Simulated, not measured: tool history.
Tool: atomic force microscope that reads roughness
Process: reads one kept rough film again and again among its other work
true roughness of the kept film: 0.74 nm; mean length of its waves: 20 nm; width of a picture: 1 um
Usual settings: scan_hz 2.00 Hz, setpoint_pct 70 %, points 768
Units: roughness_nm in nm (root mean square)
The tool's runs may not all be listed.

Run 1, hour 0.0: usual settings. Result: roughness_nm 0.661 nm (root mean square).
Run 2, hour 10.5: usual settings. Result: roughness_nm 0.660 nm (root mean square).
Run 3, hour 26.5: usual settings. Result: roughness_nm 0.656 nm (root mean square).
Run 4, hour 36.9: usual settings but points 263. Result: roughness_nm 0.638 nm (root mean square).
Run 5, hour 48.3: usual settings but points 263. Result: roughness_nm 0.634 nm (root mean square).
Run 6, hour 63.1: usual settings but scan_hz 0.79 Hz. Result: roughness_nm 0.682 nm (root mean square).
Run 7, hour 72.7: usual settings but scan_hz 0.79 Hz. Result: roughness_nm 0.685 nm (root mean square).
Run 8, hour 81.7: usual settings. Result: roughness_nm 0.650 nm (root mean square).
Run 9, hour 92.3: usual settings. Result: roughness_nm 0.656 nm (root mean square).
Run 10, hour 102.6: usual settings. Result: roughness_nm 0.659 nm (root mean square).
Run 11, hour 115.0: usual settings. Result: roughness_nm 0.656 nm (root mean square).
Run 12, hour 128.4: usual settings. Result: roughness_nm 0.646 nm (root mean square).
Run 13, hour 138.4: usual settings. Result: roughness_nm 0.663 nm (root mean square).
Run 14, hour 150.0: usual settings. Result: roughness_nm 0.655 nm (root mean square).
Run 15, hour 159.7: usual settings but points 367. Result: roughness_nm 0.649 nm (root mean square).
Run 16, hour 168.7: usual settings but points 409. Result: roughness_nm 0.659 nm (root mean square).
Run 17, hour 180.3: usual settings but points 409. Result: roughness_nm 0.650 nm (root mean square).
Run 18, hour 188.7: usual settings but points 409. Result: roughness_nm 0.652 nm (root mean square).
Run 19, hour 200.5: usual settings but scan_hz 0.65 Hz, setpoint_pct 68 %, points 288. Result: roughness_nm 0.674 nm (root mean square).
Run 20, hour 214.3: usual settings but scan_hz 0.65 Hz, setpoint_pct 68 %, points 288. Result: roughness_nm 0.672 nm (root mean square).
Run 21, hour 224.3: usual settings but scan_hz 0.73 Hz, setpoint_pct 68 %, points 330. Result: roughness_nm 0.676 nm (root mean square).
Run 22, hour 239.8: usual settings but scan_hz 1.71 Hz, setpoint_pct 74 %, points 711. Result: roughness_nm 0.657 nm (root mean square).
At hour 241.7: new tip fitted.
Run 23, hour 252.0: usual settings but scan_hz 1.85 Hz, setpoint_pct 62 %. Result: roughness_nm 0.679 nm (root mean square).
Run 24, hour 258.9: usual settings but scan_hz 3.17 Hz, setpoint_pct 79 %. Result: roughness_nm 0.602 nm (root mean square).
Run 25, hour 272.9: usual settings but scan_hz 3.17 Hz, setpoint_pct 79 %. Result: roughness_nm 0.606 nm (root mean square).
Run 26, hour 284.2: usual settings but scan_hz 3.99 Hz, setpoint_pct 72 %, points 403. Result: roughness_nm 0.607 nm (root mean square).
Run 27, hour 292.7: usual settings but scan_hz 0.60 Hz, setpoint_pct 72 %, points 995. Result: roughness_nm 0.686 nm (root mean square).
Run 28, hour 307.1: usual settings but scan_hz 0.60 Hz, setpoint_pct 72 %, points 995. Result: roughness_nm 0.682 nm (root mean square).
Run 29, hour 319.8: usual settings but scan_hz 0.60 Hz, setpoint_pct 72 %, points 995. Result: roughness_nm 0.689 nm (root mean square).
Run 30, hour 331.4: usual settings but scan_hz 0.60 Hz, setpoint_pct 72 %, points 995. Result: roughness_nm 0.689 nm (root mean square).
Run 31, hour 339.4: usual settings but scan_hz 3.97 Hz, setpoint_pct 75 %, points 422. Result: roughness_nm 0.602 nm (root mean square).
Run 32, hour 346.6: usual settings but scan_hz 2.06 Hz, setpoint_pct 61 %. Result: roughness_nm 0.673 nm (root mean square).
Run 33, hour 356.5: usual settings but scan_hz 2.06 Hz, setpoint_pct 61 %. Result: roughness_nm 0.669 nm (root mean square).
Run 34, hour 371.7: usual settings but scan_hz 2.06 Hz, setpoint_pct 61 %. Result: roughness_nm 0.677 nm (root mean square).
Run 35, hour 384.5: usual settings but scan_hz 0.81 Hz, setpoint_pct 90 %, points 947. Result: roughness_nm 0.656 nm (root mean square).

3 ways to go on from here, each from the tool as it stands after run 35. What would each give?
Run A, hour 394.9: usual settings but scan_hz 3.64 Hz, setpoint_pct 61 %, points 878. Result: roughness_nm ?.
Run B, hour 394.9: usual settings but scan_hz 2.48 Hz, setpoint_pct 56 %. Result: roughness_nm ?.
Run C, hour 394.9: usual settings but scan_hz 2.44 Hz, setpoint_pct 77 %, points 947. Result: roughness_nm ?.

run  roughness_nm
  A         0.655
  B         0.676
  C         0.633
Without the tool's hidden state the same runs would have given:
run  roughness_nm
  A         0.657
  B         0.678
  C         0.635
